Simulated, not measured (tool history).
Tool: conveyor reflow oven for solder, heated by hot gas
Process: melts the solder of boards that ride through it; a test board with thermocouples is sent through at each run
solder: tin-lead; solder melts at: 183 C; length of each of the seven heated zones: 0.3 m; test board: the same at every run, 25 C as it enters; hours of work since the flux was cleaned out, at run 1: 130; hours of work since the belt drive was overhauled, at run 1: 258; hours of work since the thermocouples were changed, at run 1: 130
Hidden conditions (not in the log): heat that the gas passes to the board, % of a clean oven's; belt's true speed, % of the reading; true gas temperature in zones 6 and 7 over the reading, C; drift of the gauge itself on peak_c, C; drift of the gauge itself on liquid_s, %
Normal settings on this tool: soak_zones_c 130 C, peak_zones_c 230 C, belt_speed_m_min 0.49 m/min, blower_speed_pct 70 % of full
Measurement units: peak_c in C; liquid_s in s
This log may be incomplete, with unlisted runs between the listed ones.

run     day  soak_zones_c  peak_zones_c  belt_speed_m_min  blower_speed_pct  hours of work since the flux was cleaned out  hours of work since the belt drive was overhauled  hours of work since the thermocouples were changed  peak_c  liquid_s
  1       0           130           230              0.49                70                                           130                                                258                                                 130     211      46.2
  2   0.329           130           230              0.49                58                                           134                                                262                                                 134     207        42
  3   0.846           130           237              0.49                70                                           140                                                268                                                 140   216.7      51.5
  4   1.279           130           237              0.49                70                                           145                                                273                                                 145     216      51.8
  5   1.938           130           230              0.49                70                                           153                                                281                                                 153   210.9      46.6
  6   2.254           130           230              0.49                74                                           156                                                285                                                 156   211.3      47.1
  7   2.912           130           230              0.49                74                                           164                                                292                                                 164   211.6      47.2
  8   3.312           130           230              0.49                70                                           169                                                297                                                 169   209.9      45.7
  9     3.7           130           230              0.49                70                                           173                                                301                                                 173   210.2      46.1
 10   4.383           130           230              0.49                65                                           181                                                309                                                 181   208.9      44.3
 11   4.938           130           230              0.49                88                                           188                                                316                                                 188   214.1      50.1
 12   5.608           130           230              0.49                88                                           195                                                324                                                 195   213.9      50.2
      5.862  -- flux residue cleaned out of gas plates and filters
 13   6.296           130           230              0.49                88                                             5                                                329                                                 201   214.3        50
 14   6.696           130           230              0.49                70                                            10                                                334                                                 206   209.8      45.6
        7.2  -- flux residue cleaned out of gas plates and filters, once more
 15     7.4           130           230              0.49                70                                             2                                                340                                                 212   212.3      48.5
 16   7.971           130           230              0.49                70                                             9                                                347                                                 218     212      48.4
 17   8.521           137           230             0.428                70                                            15                                                353                                                 225   217.5      63.9
 18   9.058           137           240             0.428                70                                            22                                                359                                                 231   226.3      70.2
 19    9.35           137           240             0.586                70                                            25                                                363                                                 234   215.1      43.1
 20  10.012           130           230             0.557                87                                            33                                                370                                                 242   211.6      42.5
 21  10.654           130           230             0.557                87                                            40                                                378                                                 250   211.5      41.7
 22    11.1           138           243             0.428                77                                            46                                                383                                                 255   230.7      72.8
 23  11.508           119           230              0.49                70                                            50                                                388                                                 260   210.1      42.4
 24    11.8           119           230              0.49                70                                            54                                                391                                                 263   209.7      42.7
 25  12.117           139           238              0.49                70                                            57                                                395                                                 267   220.2        57
 26  12.404           130           230             0.573                90                                            61                                                398                                                 270   211.4        40
 27  13.025           131           219             0.523                66                                            68                                                406                                                 277   199.5      31.3
 28  13.671           131           219             0.523                66                                            76                                                413                                                 285   199.2      31.3
 29  14.179           131           245             0.585                66                                            82                                                419                                                 291   215.7      42.1
 30   14.65           138           232              0.49                70                                            87                                                425                                                 296   214.7      53.1
 31  15.317           130           229              0.49                71                                            95                                                432                                                 304   210.9      46.8

Forecast each of these 3 alternatives for the next run:
  A  15.942           130           230             0.531                67                                           102                                                440                                                 311       ?         ?
  B  15.942           130           230             0.448                70                                           102                                                440                                                 311       ?         ?
  C  15.942           130           238             0.527                64                                           102                                                440                                                 311       ?         ?

run  peak_c  liquid_s
  A   207.3      39.6
  B   214.6      55.4
  C   213.1        45
Without the tool's hidden state the same runs would have given:
run  peak_c  liquid_s
  A   207.8      40.2
  B   214.8      55.7
  C   213.6      45.4

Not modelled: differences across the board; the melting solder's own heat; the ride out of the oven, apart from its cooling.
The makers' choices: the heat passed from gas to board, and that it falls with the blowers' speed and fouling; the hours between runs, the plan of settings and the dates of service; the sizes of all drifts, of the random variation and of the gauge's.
